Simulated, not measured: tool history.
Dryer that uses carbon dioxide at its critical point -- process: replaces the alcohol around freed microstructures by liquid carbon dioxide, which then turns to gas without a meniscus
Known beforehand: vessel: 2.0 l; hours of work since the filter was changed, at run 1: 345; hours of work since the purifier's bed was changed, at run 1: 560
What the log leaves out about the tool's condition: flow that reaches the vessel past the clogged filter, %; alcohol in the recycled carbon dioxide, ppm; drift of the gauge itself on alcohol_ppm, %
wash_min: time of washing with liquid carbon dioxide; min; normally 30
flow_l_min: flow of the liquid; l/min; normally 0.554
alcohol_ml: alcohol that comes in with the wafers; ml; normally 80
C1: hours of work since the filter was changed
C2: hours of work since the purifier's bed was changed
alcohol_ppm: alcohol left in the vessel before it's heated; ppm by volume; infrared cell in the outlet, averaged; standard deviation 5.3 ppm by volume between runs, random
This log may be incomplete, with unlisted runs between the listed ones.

Run 1, hour 0.0: usual settings; C1 345; C2 560. Result: alcohol_ppm 340 ppm by volume.
Run 2, hour 28.2: usual settings; C1 361; C2 576. Result: alcohol_ppm 350 ppm by volume.
Run 3, hour 92.4: usual settings; C1 396; C2 611. Result: alcohol_ppm 373 ppm by volume.
Run 4, hour 121.1: usual settings; C1 411; C2 626. Result: alcohol_ppm 367 ppm by volume.
Run 5, hour 182.7: usual settings; C1 445; C2 660. Result: alcohol_ppm 394 ppm by volume.
At hour 236.5: inlet filter changed.
Run 6, hour 247.4: usual settings but wash_min 29 min; C1 6; C2 695. Result: alcohol_ppm 376 ppm by volume.
Run 7, hour 307.0: usual settings; C1 38; C2 727. Result: alcohol_ppm 373 ppm by volume.
Run 8, hour 363.9: usual settings; C1 69; C2 758. Result: alcohol_ppm 372 ppm by volume.
Run 9, hour 397.1: usual settings; C1 88; C2 776. Result: alcohol_ppm 409 ppm by volume.
Run 10, hour 447.5: usual settings but wash_min 22 min, flow_l_min 0.853 l/min, alcohol_ml 92 ml; C1 115; C2 804. Result: alcohol_ppm 352 ppm by volume.
Run 11, hour 483.8: usual settings but wash_min 22 min, flow_l_min 0.853 l/min, alcohol_ml 51 ml; C1 135; C2 824. Result: alcohol_ppm 344 ppm by volume.
Run 12, hour 532.0: usual settings but wash_min 18 min, flow_l_min 0.523 l/min, alcohol_ml 51 ml; C1 161; C2 850. Result: alcohol_ppm 1242 ppm by volume.
At hour 538.3: purifier's bed changed.
Run 13, hour 594.2: usual settings but wash_min 20 min, flow_l_min 0.603 l/min, alcohol_ml 42 ml; C1 193; C2 30. Result: alcohol_ppm 333 ppm by volume.
Run 14, hour 663.5: usual settings but wash_min 19 min, flow_l_min 0.567 l/min, alcohol_ml 42 ml; C1 231; C2 68. Result: alcohol_ppm 548 ppm by volume.
Run 15, hour 716.8: usual settings but wash_min 22 min; C1 260; C2 97. Result: alcohol_ppm 623 ppm by volume.
Run 16, hour 756.7: usual settings but flow_l_min 0.696 l/min; C1 282; C2 119. Result: alcohol_ppm 81 ppm by volume.
Run 17, hour 793.0: usual settings but wash_min 24 min, flow_l_min 0.696 l/min, alcohol_ml 72 ml; C1 302; C2 139. Result: alcohol_ppm 183 ppm by volume.

Here are 5 independent what-if runs from the current tool condition. What would each one return?
Run A, hour 847.7: usual settings but wash_min 24 min, flow_l_min 0.696 l/min, alcohol_ml 72 ml; C1 332; C2 169. Result: alcohol_ppm ?.
Run B, hour 847.7: usual settings but flow_l_min 0.526 l/min; C1 332; C2 169. Result: alcohol_ppm ?.
Run C, hour 847.7: usual settings but wash_min 24 min, flow_l_min 0.696 l/min, alcohol_ml 24 ml; C1 332; C2 169. Result: alcohol_ppm ?.
Run D, hour 847.7: usual settings but wash_min 22 min, alcohol_ml 100 ml; C1 332; C2 169. Result: alcohol_ppm ?.
Run E, hour 847.7: usual settings but wash_min 47 min, flow_l_min 0.696 l/min, alcohol_ml 72 ml; C1 332; C2 169. Result: alcohol_ppm ?.

run  alcohol_ppm
  A          194
  B          232
  C          111
  D          837
  E           74
Had the tool no hidden state, the same runs would have come out as:
run  alcohol_ppm
  A          101
  B          129
  C           42
  D          629
  E           15
